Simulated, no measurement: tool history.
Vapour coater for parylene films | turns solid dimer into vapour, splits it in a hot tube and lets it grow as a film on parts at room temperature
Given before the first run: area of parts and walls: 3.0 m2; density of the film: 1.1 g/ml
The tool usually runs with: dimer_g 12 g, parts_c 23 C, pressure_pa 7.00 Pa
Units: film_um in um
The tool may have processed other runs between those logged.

run 1 hour=0.0 | dimer_g=12 parts_c=23 pressure_pa=7.00 | film_um=1.89
run 2 hour=11.4 | dimer_g=12 parts_c=25 pressure_pa=7.00 | film_um=1.79
run 3 hour=24.2 | dimer_g=12 parts_c=25 pressure_pa=7.00 | film_um=1.82
run 4 hour=40.9 | dimer_g=12 parts_c=26 pressure_pa=7.00 | film_um=1.75
run 5 hour=60.3 | dimer_g=5 parts_c=26 pressure_pa=7.00 | film_um=0.72
run 6 hour=71.1 | dimer_g=12 parts_c=23 pressure_pa=7.00 | film_um=1.89
run 7 hour=80.8 | dimer_g=12 parts_c=23 pressure_pa=2.83 | film_um=2.02
run 8 hour=99.6 | dimer_g=7 parts_c=23 pressure_pa=7.00 | film_um=1.10
run 9 hour=113.2 | dimer_g=12 parts_c=16 pressure_pa=7.00 | film_um=2.29
run 10 hour=134.7 | dimer_g=12 parts_c=23 pressure_pa=7.00 | film_um=1.88
run 11 hour=151.5 | dimer_g=12 parts_c=23 pressure_pa=7.00 | film_um=1.88
run 12 hour=162.5 | dimer_g=12 parts_c=23 pressure_pa=7.00 | film_um=1.85
run 13 hour=181.8 | dimer_g=10 parts_c=17 pressure_pa=7.00 | film_um=1.85
run 14 hour=191.8 | dimer_g=16 parts_c=30 pressure_pa=2.33 | film_um=2.17
run 15 hour=209.6 | dimer_g=15 parts_c=23 pressure_pa=7.00 | film_um=2.36
run 16 hour=223.4 | dimer_g=20 parts_c=32 pressure_pa=7.00 | film_um=2.39
run 17 hour=238.7 | dimer_g=10 parts_c=34 pressure_pa=6.58 | film_um=1.12
run 18 hour=252.4 | dimer_g=10 parts_c=34 pressure_pa=6.58 | film_um=1.15
run 19 hour=267.4 | dimer_g=8 parts_c=29 pressure_pa=4.74 | film_um=1.03
run 20 hour=276.4 | dimer_g=8 parts_c=29 pressure_pa=4.74 | film_um=1.06
run 21 hour=290.5 | dimer_g=8 parts_c=29 pressure_pa=4.74 | film_um=1.06
run 22 hour=307.1 | dimer_g=6 parts_c=33 pressure_pa=3.11 | film_um=0.70
-- hour=323.2 trap's valve overhauled
run 23 hour=327.7 | dimer_g=6 parts_c=33 pressure_pa=3.11 | film_um=0.85
run 24 hour=345.2 | dimer_g=6 parts_c=33 pressure_pa=3.11 | film_um=0.84

3 ways to go on from here, each from the tool as it stands after run 24. What would each give?
run A hour=361.2 | dimer_g=19 parts_c=23 pressure_pa=7.00 | film_um=?
run B hour=361.2 | dimer_g=12 parts_c=30 pressure_pa=7.00 | film_um=?
run C hour=361.2 | dimer_g=11 parts_c=15 pressure_pa=6.44 | film_um=?

run=A film_um=3.37
run=B film_um=1.68
run=C film_um=2.51
With no hidden state in the tool, these same runs would have given:
run=A film_um=3.36
run=B film_um=1.68
run=C film_um=2.50
